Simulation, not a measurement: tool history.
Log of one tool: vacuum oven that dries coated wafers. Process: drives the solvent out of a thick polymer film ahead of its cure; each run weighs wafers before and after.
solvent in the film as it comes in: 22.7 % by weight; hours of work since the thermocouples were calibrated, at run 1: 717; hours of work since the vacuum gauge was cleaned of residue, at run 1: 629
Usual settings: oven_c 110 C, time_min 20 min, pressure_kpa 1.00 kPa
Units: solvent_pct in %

run,hour,oven_c,time_min,pressure_kpa,hours of work since the thermocouples were calibrated,hours of work since the vacuum gauge was cleaned of residue,solvent_pct
1,0.0,110,20,1.00,717,629,3.04
2,15.8,110,12,1.00,725,637,6.02
3,32.4,110,17,1.00,733,645,3.93
4,46.8,110,17,1.00,740,653,3.84
5,67.9,110,30,1.00,751,663,1.34
6,95.6,110,20,1.48,765,677,3.08
7,115.0,110,20,1.00,774,687,2.96
8,135.2,110,20,1.00,784,697,2.97
9,152.4,114,20,1.00,793,705,2.10
10,169.7,114,20,1.00,802,714,2.09
11,187.4,110,20,1.87,810,723,3.12
12,204.1,110,20,1.13,819,731,3.01
13,230.5,110,12,1.00,832,744,5.98
14,251.4,110,12,1.00,842,755,5.94
15,270.7,110,20,1.00,852,764,2.96
16,292.1,110,20,1.00,863,775,2.96
17,319.3,110,20,1.00,876,789,2.90
18,336.6,110,20,1.00,885,797,2.92
19,366.6,103,20,1.00,900,812,4.80
20,380.1,103,20,1.00,907,819,4.79
21,403.6,103,20,1.00,918,831,4.81
22,429.3,110,20,1.00,931,844,2.90
23,445.7,110,20,1.00,939,852,2.97
24,471.6,110,20,1.00,952,865,2.92
25,493.6,110,20,1.00,963,876,2.96
26,513.5,110,20,1.00,973,886,2.93
27,530.5,96,20,1.00,982,894,6.96
28,562.9,96,20,1.00,998,910,6.95
29,588.8,123,11,3.35,1011,923,3.40
30,620.6,110,20,0.65,1027,939,2.85
31,642.1,110,20,0.65,1037,950,2.79
32,664.6,110,12,1.65,1049,961,6.18

Run 33 comes next. What will it give?
33,689.9,102,10,2.51,1061,974,?

{"run 33": {"solvent_pct": 9.84}}
Without the tool's hidden state the same run would have given solvent_pct 10.26 %.
